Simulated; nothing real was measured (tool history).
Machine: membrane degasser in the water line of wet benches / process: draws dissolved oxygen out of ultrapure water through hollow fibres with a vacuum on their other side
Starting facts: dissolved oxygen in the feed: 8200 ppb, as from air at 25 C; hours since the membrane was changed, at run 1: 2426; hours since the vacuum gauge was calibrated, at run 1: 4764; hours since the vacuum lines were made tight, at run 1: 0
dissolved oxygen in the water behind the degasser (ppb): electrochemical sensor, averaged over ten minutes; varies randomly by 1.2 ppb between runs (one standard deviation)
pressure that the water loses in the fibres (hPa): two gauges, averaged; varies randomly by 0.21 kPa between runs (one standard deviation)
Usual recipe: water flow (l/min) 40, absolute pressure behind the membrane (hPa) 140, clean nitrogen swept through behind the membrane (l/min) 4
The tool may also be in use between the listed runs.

| run | hour | water flow (l/min) | absolute pressure behind the membrane (hPa) | clean nitrogen swept through behind the membrane (l/min) | hours since the membrane was changed | hours since the vacuum gauge was calibrated | hours since the vacuum lines were made tight | dissolved oxygen in the water behind the degasser (ppb) | pressure that the water loses in the fibres (hPa) |
|---|---|---|---|---|---|---|---|---|---|
| 1 | 0 | 40 | 140 | 4 | 2426 | 4764 | 0 | 260.5 | 487.4 |
| 2 | 119.4 | 40 | 140 | 4 | 2546 | 4884 | 119 | 260.1 | 486.6 |
| 3 | 244.2 | 40 | 140 | 4 | 2670 | 5008 | 244 | 258.8 | 486.7 |
| 4 | 319 | 40 | 140 | 4 | 2745 | 5083 | 319 | 260.3 | 488.8 |
| 5 | 446.8 | 40 | 140 | 4 | 2873 | 5211 | 447 | 261.6 | 488.1 |
| 6 | 507.7 | 40 | 140 | 4 | 2934 | 5272 | 508 | 261.9 | 487.9 |
|  | 612.7 | vacuum gauge calibrated |
| 7 | 641.2 | 40 | 140 | 4 | 3067 | 29 | 641 | 265.2 | 487.8 |
| 8 | 740.9 | 63 | 140 | 4 | 3167 | 128 | 740 | 408.4 | 774.9 |
| 9 | 801.6 | 63 | 140 | 4 | 3227 | 189 | 801 | 409.2 | 766.8 |
| 10 | 907.1 | 40 | 140 | 4.29 | 3333 | 294 | 907 | 252 | 490.6 |
| 11 | 1005.5 | 40 | 140 | 4.29 | 3431 | 393 | 1005 | 249 | 487.2 |
|  | 1021.5 | vacuum gauge calibrated, once more |
| 12 | 1126.4 | 49 | 140 | 4 | 3552 | 105 | 1125 | 309.1 | 597.3 |
| 13 | 1252.8 | 40 | 140 | 4 | 3678 | 231 | 1252 | 252.3 | 491.4 |
| 14 | 1359.1 | 40 | 339 | 4 | 3784 | 338 | 1358 | 678.1 | 488.8 |
| 15 | 1485 | 40 | 339 | 4 | 3910 | 464 | 1484 | 674.2 | 491.3 |
| 16 | 1561.4 | 40 | 339 | 4 | 3987 | 540 | 1560 | 677.4 | 493.2 |
| 17 | 1664.4 | 40 | 339 | 4 | 4090 | 643 | 1663 | 679 | 490.7 |
| 18 | 1749.2 | 40 | 339 | 4 | 4175 | 728 | 1748 | 673.6 | 492.5 |
| 19 | 1811 | 36 | 140 | 3.45 | 4236 | 789 | 1810 | 261 | 444.2 |
| 20 | 1887.9 | 33 | 239 | 8.03 | 4313 | 866 | 1887 | 207.2 | 406.7 |
| 21 | 2015.2 | 40 | 140 | 12 | 4440 | 994 | 2014 | 93.1 | 491.1 |
| 22 | 2074.1 | 40 | 114 | 12 | 4499 | 1053 | 2073 | 72.7 | 491.6 |
| 23 | 2154.5 | 40 | 114 | 1.64 | 4580 | 1133 | 2154 | 423.5 | 491.8 |
| 24 | 2258.5 | 27 | 96 | 3.47 | 4684 | 1237 | 2258 | 120.9 | 335.6 |
| 25 | 2326.8 | 40 | 329 | 4.14 | 4752 | 1305 | 2326 | 638.1 | 494.4 |
| 26 | 2449.6 | 51 | 117 | 4 | 4875 | 1428 | 2449 | 256.5 | 631.8 |
| 27 | 2557.3 | 51 | 117 | 4 | 4983 | 1536 | 2556 | 257.1 | 631.7 |
| 28 | 2690.4 | 37 | 197 | 1.78 | 5116 | 1669 | 2689 | 712.6 | 462.1 |
| 29 | 2782.7 | 40 | 140 | 4.45 | 5208 | 1761 | 2782 | 233.6 | 494.6 |
| 30 | 2845.2 | 32 | 104 | 10.88 | 5271 | 1824 | 2844 | 54.6 | 397.7 |
| 31 | 2990.6 | 32 | 104 | 10.88 | 5416 | 1969 | 2990 | 55.3 | 398.8 |

Below are 3 alternative next runs, each starting from the tool's condition after run 31. Predict each:
| A | 3085.6 | 25 | 159 | 4.11 | 5511 | 2064 | 3085 | ? | ? |
| B | 3085.6 | 60 | 87 | 4.71 | 5511 | 2064 | 3085 | ? | ? |
| C | 3085.6 | 57 | 134 | 2.4 | 5511 | 2064 | 3085 | ? | ? |

| run | dissolved oxygen in the water behind the degasser (ppb) | pressure that the water loses in the fibres (hPa) |
|---|---|---|
| A | 186.7 | 311.8 |
| B | 179.9 | 744.2 |
| C | 523.3 | 711.8 |
With the hidden condition removed and each run's random variation left untouched, the same runs would have given:
| run | dissolved oxygen in the water behind the degasser (ppb) | pressure that the water loses in the fibres (hPa) |
|---|---|---|
| A | 184.2 | 300.7 |
| B | 173.5 | 717.5 |
| C | 515.5 | 686.3 |
